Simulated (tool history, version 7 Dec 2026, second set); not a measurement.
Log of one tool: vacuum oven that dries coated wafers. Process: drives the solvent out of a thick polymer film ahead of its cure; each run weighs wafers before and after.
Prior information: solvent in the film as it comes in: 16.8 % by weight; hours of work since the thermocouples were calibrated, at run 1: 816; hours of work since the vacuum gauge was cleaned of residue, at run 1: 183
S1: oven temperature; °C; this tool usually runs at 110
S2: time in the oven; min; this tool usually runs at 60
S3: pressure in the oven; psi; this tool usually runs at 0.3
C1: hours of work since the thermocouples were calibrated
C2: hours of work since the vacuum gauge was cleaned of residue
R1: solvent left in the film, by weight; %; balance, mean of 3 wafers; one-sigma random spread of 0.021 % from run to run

run   hour   S1  S2   S3   C1   C2    R1
  1    0.0  110  60  0.3  816  183  3.17
  2   12.1  117  60  0.3  824  191  1.76
  3   23.5  117  60  0.3  831  199  1.73
  4   34.0  117  60  0.3  838  206  1.74
  5   50.7  117  60  0.3  849  217  1.73
  6   65.4  110  60  0.3  859  227  3.14
  7   74.5  106  60  0.3  865  233  4.24
  8   90.4  106  60  0.3  875  243  4.28
  9  100.9  106  60  0.3  882  250  4.24
 10  118.2  110  60  0.3  893  261  3.13
 11  134.1  106  60  0.3  904  272  4.26

Estimate the outcome of run 12 from the log above:
 12  150.0  106  60  0.3  914  282   ?

{"run 12": {"R1": 4.29}}
Without the tool's hidden state the same run would have given R1 4.30 %.

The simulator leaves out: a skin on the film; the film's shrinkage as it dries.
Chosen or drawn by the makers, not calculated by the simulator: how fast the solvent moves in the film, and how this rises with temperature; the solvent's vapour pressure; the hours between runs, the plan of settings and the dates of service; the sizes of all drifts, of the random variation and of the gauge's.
